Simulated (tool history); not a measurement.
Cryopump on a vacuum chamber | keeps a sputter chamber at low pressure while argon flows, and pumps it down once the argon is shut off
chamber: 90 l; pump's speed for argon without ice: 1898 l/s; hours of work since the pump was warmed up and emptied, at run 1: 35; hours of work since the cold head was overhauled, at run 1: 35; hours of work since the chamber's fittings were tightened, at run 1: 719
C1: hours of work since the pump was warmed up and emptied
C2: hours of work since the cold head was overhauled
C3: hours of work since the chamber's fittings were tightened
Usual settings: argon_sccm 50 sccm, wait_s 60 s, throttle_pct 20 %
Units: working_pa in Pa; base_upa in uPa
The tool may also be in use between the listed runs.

{"run": 1, "hour": 0.0, "argon_sccm": 50, "wait_s": 60, "throttle_pct": 20, "C1": 35, "C2": 35, "C3": 719, "working_pa": 0.2229, "base_upa": 1.85}
{"run": 2, "hour": 32.8, "argon_sccm": 50, "wait_s": 57, "throttle_pct": 20, "C1": 57, "C2": 57, "C3": 741, "working_pa": 0.2241, "base_upa": 1.83}
{"run": 3, "hour": 83.6, "argon_sccm": 52, "wait_s": 60, "throttle_pct": 20, "C1": 91, "C2": 91, "C3": 775, "working_pa": 0.2321, "base_upa": 1.89}
{"run": 4, "hour": 115.3, "argon_sccm": 52, "wait_s": 60, "throttle_pct": 20, "C1": 112, "C2": 112, "C3": 796, "working_pa": 0.2316, "base_upa": 1.91}
{"run": 5, "hour": 142.4, "argon_sccm": 52, "wait_s": 60, "throttle_pct": 20, "C1": 130, "C2": 130, "C3": 814, "working_pa": 0.2332, "base_upa": 1.91}
{"run": 6, "hour": 167.2, "argon_sccm": 52, "wait_s": 60, "throttle_pct": 20, "C1": 146, "C2": 146, "C3": 830, "working_pa": 0.2343, "base_upa": 1.97}
{"run": 7, "hour": 211.6, "argon_sccm": 52, "wait_s": 60, "throttle_pct": 20, "C1": 176, "C2": 176, "C3": 860, "working_pa": 0.2334, "base_upa": 2.05}
{"run": 8, "hour": 234.4, "argon_sccm": 52, "wait_s": 60, "throttle_pct": 51, "C1": 191, "C2": 191, "C3": 875, "working_pa": 0.0921, "base_upa": 2.01}
{"run": 9, "hour": 278.7, "argon_sccm": 52, "wait_s": 60, "throttle_pct": 51, "C1": 221, "C2": 221, "C3": 905, "working_pa": 0.0922, "base_upa": 2.09}
{"run": 10, "hour": 310.1, "argon_sccm": 52, "wait_s": 60, "throttle_pct": 51, "C1": 242, "C2": 242, "C3": 925, "working_pa": 0.0921, "base_upa": 2.07}
{"run": 11, "hour": 356.9, "argon_sccm": 52, "wait_s": 60, "throttle_pct": 41, "C1": 273, "C2": 273, "C3": 957, "working_pa": 0.1163, "base_upa": 2.1}
{"run": 12, "hour": 402.5, "argon_sccm": 52, "wait_s": 60, "throttle_pct": 41, "C1": 303, "C2": 303, "C3": 987, "working_pa": 0.115, "base_upa": 2.19}
{"run": 13, "hour": 438.8, "argon_sccm": 50, "wait_s": 90, "throttle_pct": 20, "C1": 327, "C2": 327, "C3": 1011, "working_pa": 0.2228, "base_upa": 1.95}
{"run": 14, "hour": 493.0, "argon_sccm": 50, "wait_s": 90, "throttle_pct": 20, "C1": 364, "C2": 364, "C3": 1047, "working_pa": 0.2248, "base_upa": 1.98}
{"hour": 528.5, "done": "leaking fittings of the chamber tightened, without venting"}
{"run": 15, "hour": 547.8, "argon_sccm": 50, "wait_s": 90, "throttle_pct": 20, "C1": 399, "C2": 399, "C3": 13, "working_pa": 0.2266, "base_upa": 0.77}
{"run": 16, "hour": 574.1, "argon_sccm": 50, "wait_s": 90, "throttle_pct": 20, "C1": 416, "C2": 416, "C3": 30, "working_pa": 0.2262, "base_upa": 0.84}
{"run": 17, "hour": 628.1, "argon_sccm": 50, "wait_s": 90, "throttle_pct": 20, "C1": 452, "C2": 452, "C3": 66, "working_pa": 0.2266, "base_upa": 0.87}
{"run": 18, "hour": 675.0, "argon_sccm": 23, "wait_s": 90, "throttle_pct": 20, "C1": 483, "C2": 483, "C3": 98, "working_pa": 0.105, "base_upa": 0.91}
{"run": 19, "hour": 719.1, "argon_sccm": 20, "wait_s": 62, "throttle_pct": 59, "C1": 513, "C2": 513, "C3": 127, "working_pa": 0.0318, "base_upa": 1.2}
{"run": 20, "hour": 771.8, "argon_sccm": 20, "wait_s": 62, "throttle_pct": 59, "C1": 548, "C2": 548, "C3": 162, "working_pa": 0.0314, "base_upa": 1.27}
{"run": 21, "hour": 816.3, "argon_sccm": 50, "wait_s": 183, "throttle_pct": 20, "C1": 578, "C2": 578, "C3": 192, "working_pa": 0.2276, "base_upa": 0.75}
{"run": 22, "hour": 854.9, "argon_sccm": 50, "wait_s": 183, "throttle_pct": 20, "C1": 603, "C2": 603, "C3": 218, "working_pa": 0.2269, "base_upa": 0.75}
{"run": 23, "hour": 904.3, "argon_sccm": 56, "wait_s": 60, "throttle_pct": 20, "C1": 636, "C2": 636, "C3": 250, "working_pa": 0.2529, "base_upa": 1.38}
{"run": 24, "hour": 943.9, "argon_sccm": 59, "wait_s": 126, "throttle_pct": 16, "C1": 663, "C2": 663, "C3": 277, "working_pa": 0.3343, "base_upa": 0.94}
{"run": 25, "hour": 978.2, "argon_sccm": 26, "wait_s": 21, "throttle_pct": 20, "C1": 686, "C2": 686, "C3": 300, "working_pa": 0.1178, "base_upa": 3}
{"run": 26, "hour": 1005.2, "argon_sccm": 26, "wait_s": 21, "throttle_pct": 20, "C1": 704, "C2": 704, "C3": 318, "working_pa": 0.1192, "base_upa": 3.04}
{"run": 27, "hour": 1058.6, "argon_sccm": 22, "wait_s": 63, "throttle_pct": 53, "C1": 739, "C2": 739, "C3": 353, "working_pa": 0.039, "base_upa": 1.45}
{"run": 28, "hour": 1082.4, "argon_sccm": 80, "wait_s": 47, "throttle_pct": 30, "C1": 755, "C2": 755, "C3": 369, "working_pa": 0.2461, "base_upa": 1.81}
{"run": 29, "hour": 1107.3, "argon_sccm": 100, "wait_s": 60, "throttle_pct": 16, "C1": 772, "C2": 772, "C3": 386, "working_pa": 0.5645, "base_upa": 1.64}
{"run": 30, "hour": 1142.3, "argon_sccm": 93, "wait_s": 125, "throttle_pct": 25, "C1": 795, "C2": 795, "C3": 409, "working_pa": 0.3406, "base_upa": 1.14}
{"run": 31, "hour": 1181.2, "argon_sccm": 37, "wait_s": 52, "throttle_pct": 15, "C1": 821, "C2": 821, "C3": 435, "working_pa": 0.2237, "base_upa": 1.74}
{"run": 32, "hour": 1222.2, "argon_sccm": 37, "wait_s": 52, "throttle_pct": 15, "C1": 848, "C2": 848, "C3": 462, "working_pa": 0.2231, "base_upa": 1.77}
{"run": 33, "hour": 1250.6, "argon_sccm": 37, "wait_s": 52, "throttle_pct": 15, "C1": 867, "C2": 867, "C3": 481, "working_pa": 0.2246, "base_upa": 1.77}
{"run": 34, "hour": 1287.8, "argon_sccm": 37, "wait_s": 52, "throttle_pct": 15, "C1": 892, "C2": 892, "C3": 506, "working_pa": 0.2244, "base_upa": 1.88}
{"run": 35, "hour": 1312.0, "argon_sccm": 37, "wait_s": 41, "throttle_pct": 50, "C1": 908, "C2": 908, "C3": 522, "working_pa": 0.07, "base_upa": 2.05}

Forecast each of these 3 alternatives for the next run:
{"run": "A", "hour": 1353.4, "argon_sccm": 51, "wait_s": 60, "throttle_pct": 25, "C1": 936, "C2": 936, "C3": 550, "working_pa": "?", "base_upa": "?"}
{"run": "B", "hour": 1353.4, "argon_sccm": 37, "wait_s": 27, "throttle_pct": 53, "C1": 936, "C2": 936, "C3": 550, "working_pa": "?", "base_upa": "?"}
{"run": "C", "hour": 1353.4, "argon_sccm": 37, "wait_s": 41, "throttle_pct": 23, "C1": 936, "C2": 936, "C3": 550, "working_pa": "?", "base_upa": "?"}

run=A working_pa=0.1881 base_upa=1.84
run=B working_pa=0.0674 base_upa=2.82
run=C working_pa=0.148 base_upa=2.23
Without the tool's hidden state the same runs would have given:
run=A working_pa=0.1813 base_upa=1.03
run=B working_pa=0.0625 base_upa=2.02
run=C working_pa=0.143 base_upa=1.42
